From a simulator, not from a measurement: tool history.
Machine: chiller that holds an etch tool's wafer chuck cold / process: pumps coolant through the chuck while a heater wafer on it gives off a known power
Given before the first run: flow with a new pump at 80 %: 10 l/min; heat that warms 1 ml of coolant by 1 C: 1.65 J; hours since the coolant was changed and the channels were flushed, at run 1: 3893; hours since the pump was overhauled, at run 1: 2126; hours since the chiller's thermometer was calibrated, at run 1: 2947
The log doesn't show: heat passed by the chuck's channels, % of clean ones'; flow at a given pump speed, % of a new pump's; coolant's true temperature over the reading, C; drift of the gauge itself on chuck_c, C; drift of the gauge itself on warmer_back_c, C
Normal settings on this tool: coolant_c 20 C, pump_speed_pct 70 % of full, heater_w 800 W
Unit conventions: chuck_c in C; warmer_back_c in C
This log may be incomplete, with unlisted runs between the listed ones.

run,hour,coolant_c,pump_speed_pct,heater_w,hours since the coolant was changed and the channels were flushed,hours since the pump was overhauled,hours since the chiller's thermometer was calibrated,chuck_c,warmer_back_c
1,0,20,70,800,3893,2126,2947,28.9,3.37
# hour 56.5: coolant changed, channels flushed
2,132.3,20,70,800,76,2253,3074,28.8,3.27
3,245.5,20,70,800,189,2366,3187,29,3.3
4,406.8,20,70,800,350,2527,3348,28.8,3.32
5,528.5,20,70,800,472,2649,3470,28.8,3.27
6,675.1,20,70,800,619,2796,3616,28.8,3.31
7,830.3,20,70,800,774,2951,3772,28.8,3.27
8,906.5,20,70,800,850,3027,3848,28.8,3.29
9,1057.9,20,70,800,1001,3178,3999,28.9,3.23
10,1240.3,20,70,800,1184,3361,4182,28.9,3.16
11,1343.9,20,67,800,1287,3464,4285,29.3,3.37
12,1465.5,20,67,800,1409,3586,4407,29.3,3.35
13,1591.7,20,67,800,1535,3712,4533,29.2,3.38
14,1686.7,20,70,800,1630,3807,4628,29.2,3.16
15,1813.7,20,76,800,1757,3934,4755,28.2,2.85
# hour 1948.9: chiller's thermometer calibrated
16,1969.1,20,76,800,1912,4089,20,28.3,2.89
17,2060,16,70,882,2003,4179,111,25.8,3.51
18,2248.3,16,70,882,2191,4368,299,26,3.48
19,2340.3,11,60,950,2283,4460,391,23.1,4.49
20,2501.9,14,93,990,2444,4621,553,22.8,2.83
21,2628.3,14,93,990,2571,4748,679,22.6,2.86
22,2756.6,12,77,510,2699,4876,808,17.1,1.69
23,2848.8,20,81,800,2791,4968,900,28,2.58
24,3025.2,20,81,800,2968,5145,1076,27.9,2.57
25,3202.9,14,70,461,3145,5322,1254,19.1,1.64
26,3284.5,14,72,970,3227,5404,1336,24.5,3.68
# hour 3422.4: gauge calibrated
27,3441,29,70,909,3384,5560,1492,39,3.85
# hour 3471.4: coolant pump overhauled
28,3528.2,20,91,800,3466,57,1574,27.1,2.6
29,3694.2,20,68,800,3632,223,1740,29,3.43
30,3780.4,24,68,461,3718,309,1826,29.3,1.9

Table of differences, measured result less the result of that run with no hidden state. Run-to-run variation is the same in both. Gauge scatter possibly is not:
run,warmer_back_c
1,+0
2,+0
3,-0.02
4,-0.04
5,-0.05
6,-0.06
7,-0.07
8,-0.08
9,-0.1
10,-0.12
11,-0.12
12,-0.14
13,-0.15
14,-0.15
15,-0.17
16,-0.18
17,-0.19
18,-0.21
19,-0.22
20,-0.24
21,-0.25
22,-0.26
23,-0.27
24,-0.29
25,-0.31
26,-0.31
27,+0.02
28,-0.01
29,-0.03
30,-0.04
chuck_c without the hidden state stays within 0.1 C of what was measured, in all runs.

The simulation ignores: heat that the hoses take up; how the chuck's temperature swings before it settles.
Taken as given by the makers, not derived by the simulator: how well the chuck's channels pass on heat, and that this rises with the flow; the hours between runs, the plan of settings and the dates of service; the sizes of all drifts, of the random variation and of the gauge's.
